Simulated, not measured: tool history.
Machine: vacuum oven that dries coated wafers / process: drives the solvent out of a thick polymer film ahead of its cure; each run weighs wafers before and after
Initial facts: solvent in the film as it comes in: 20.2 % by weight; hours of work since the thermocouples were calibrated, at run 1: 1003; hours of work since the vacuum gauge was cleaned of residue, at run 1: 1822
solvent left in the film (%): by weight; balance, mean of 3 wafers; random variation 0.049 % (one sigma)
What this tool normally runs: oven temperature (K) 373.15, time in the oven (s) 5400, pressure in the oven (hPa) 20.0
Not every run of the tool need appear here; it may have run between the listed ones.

| run | hour | oven temperature (K) | time in the oven (s) | pressure in the oven (hPa) | hours of work since the thermocouples were calibrated | hours of work since the vacuum gauge was cleaned of residue | solvent left in the film (%) |
|---|---|---|---|---|---|---|---|
| 1 | 0.0 | 373.15 | 5400 | 20.0 | 1003 | 1822 | 5.58 |
| 2 | 46.2 | 373.15 | 5400 | 20.0 | 1026 | 1845 | 5.56 |
| 3 | 100.1 | 373.15 | 5400 | 20.0 | 1053 | 1872 | 5.63 |
| 4 | 159.3 | 373.15 | 5400 | 20.0 | 1082 | 1902 | 5.65 |
| 5 | 218.2 | 373.15 | 5400 | 20.0 | 1112 | 1931 | 5.56 |
| 6 | 310.3 | 373.15 | 5400 | 57.5 | 1158 | 1977 | 8.27 |
| 7 | 362.0 | 373.15 | 5400 | 76.7 | 1183 | 2003 | 9.53 |
| 8 | 454.8 | 373.15 | 5400 | 20.0 | 1230 | 2050 | 5.68 |
| 9 | 547.3 | 362.15 | 5400 | 20.0 | 1276 | 2096 | 8.49 |
| 10 | 592.3 | 373.15 | 5400 | 13.5 | 1298 | 2118 | 5.24 |
| 11 | 647.2 | 373.15 | 5400 | 13.5 | 1326 | 2146 | 5.11 |
|  | 654.9 | oven's thermocouples calibrated |
| 12 | 738.2 | 373.15 | 5400 | 13.5 | 42 | 2190 | 5.10 |
| 13 | 796.8 | 373.15 | 5400 | 13.5 | 71 | 2219 | 5.08 |
| 14 | 861.8 | 373.15 | 5400 | 13.5 | 103 | 2252 | 5.10 |
|  | 930.8 | oven's thermocouples calibrated, once more |
| 15 | 945.3 | 373.15 | 5400 | 13.5 | 7 | 2293 | 5.37 |
| 16 | 994.1 | 373.15 | 5400 | 13.5 | 32 | 2317 | 5.44 |
| 17 | 1074.4 | 373.15 | 5400 | 13.5 | 72 | 2357 | 5.51 |
| 18 | 1153.7 | 373.15 | 5400 | 13.5 | 111 | 2397 | 5.35 |
|  | 1226.9 | vacuum gauge cleaned of residue and calibrated |
| 19 | 1234.3 | 373.15 | 5400 | 48.0 | 151 | 4 | 7.43 |
| 20 | 1300.3 | 373.15 | 5400 | 12.7 | 184 | 37 | 4.92 |
| 21 | 1365.3 | 373.15 | 5400 | 12.7 | 216 | 69 | 4.93 |
| 22 | 1429.3 | 369.15 | 3300 | 12.7 | 248 | 101 | 8.63 |
| 23 | 1486.6 | 384.15 | 5760 | 16.1 | 277 | 130 | 2.64 |
| 24 | 1563.6 | 358.15 | 5400 | 30.3 | 315 | 168 | 10.28 |
| 25 | 1614.4 | 383.15 | 2940 | 27.3 | 341 | 194 | 6.72 |
| 26 | 1686.1 | 358.15 | 4620 | 50.3 | 377 | 229 | 12.89 |
| 27 | 1760.3 | 379.15 | 6120 | 19.8 | 414 | 266 | 3.44 |
| 28 | 1847.0 | 373.15 | 4620 | 18.3 | 457 | 310 | 6.08 |
| 29 | 1938.4 | 373.15 | 4620 | 17.6 | 503 | 355 | 6.07 |
| 30 | 1979.0 | 369.15 | 2760 | 20.0 | 523 | 376 | 10.06 |
| 31 | 2022.5 | 373.15 | 6360 | 42.7 | 545 | 397 | 6.23 |
| 32 | 2087.8 | 373.15 | 6300 | 17.3 | 577 | 430 | 4.51 |
| 33 | 2158.2 | 373.15 | 6300 | 17.3 | 612 | 465 | 4.48 |
| 34 | 2200.9 | 373.15 | 6300 | 17.3 | 634 | 487 | 4.39 |
| 35 | 2243.8 | 376.15 | 7560 | 20.0 | 655 | 508 | 3.31 |

4 ways to go on from here, each from the tool as it stands after run 35. What would each give?
| A | 2340.6 | 364.15 | 7560 | 20.0 | 704 | 556 | ? |
| B | 2340.6 | 382.15 | 5400 | 45.0 | 704 | 556 | ? |
| C | 2340.6 | 373.15 | 5640 | 55.0 | 704 | 556 | ? |
| D | 2340.6 | 365.15 | 7860 | 20.0 | 704 | 556 | ? |

| run | solvent left in the film (%) |
|---|---|
| A | 6.02 |
| B | 4.89 |
| C | 7.77 |
| D | 5.57 |
Had the tool no hidden state, the same runs would have come out as:
| run | solvent left in the film (%) |
|---|---|
| A | 5.98 |
| B | 4.90 |
| C | 7.78 |
| D | 5.53 |

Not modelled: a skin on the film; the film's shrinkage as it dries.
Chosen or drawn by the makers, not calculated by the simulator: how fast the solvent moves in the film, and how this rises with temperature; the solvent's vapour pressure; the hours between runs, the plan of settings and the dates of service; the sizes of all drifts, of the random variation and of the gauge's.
